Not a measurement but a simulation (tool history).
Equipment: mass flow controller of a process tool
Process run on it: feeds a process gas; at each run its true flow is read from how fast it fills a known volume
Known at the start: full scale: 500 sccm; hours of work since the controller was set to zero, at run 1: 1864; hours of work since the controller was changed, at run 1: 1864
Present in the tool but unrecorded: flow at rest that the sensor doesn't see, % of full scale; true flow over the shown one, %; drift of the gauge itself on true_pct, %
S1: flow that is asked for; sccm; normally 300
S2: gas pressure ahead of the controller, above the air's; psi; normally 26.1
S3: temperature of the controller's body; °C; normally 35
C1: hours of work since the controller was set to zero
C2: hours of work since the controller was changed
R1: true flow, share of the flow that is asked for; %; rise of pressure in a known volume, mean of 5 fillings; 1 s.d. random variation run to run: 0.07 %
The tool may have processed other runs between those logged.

run	hour	S1	S2	S3	C1	C2	R1
1	0	300	26.1	35	1864	1864	98.44
2	269.6	392	26.1	35	2058	2058	98.62
3	768.6	102	26.1	35	2419	2419	99.09
4	1080.1	102	26.1	35	2644	2644	99.24
5	1448	300	27.8	35	2910	2910	98.65
6	1705.8	300	26.1	35	3096	3096	98.6
7	2115.9	300	26.1	27	3393	3393	99.26

Expected results for the next run?
8	2479.3	300	26.1	27	3655	3655	?

{"run 8": {"R1": 99.19}}
Take away the tool's hidden state, keep the run-to-run variation as it was, and the same run would have given R1 99.2 %.
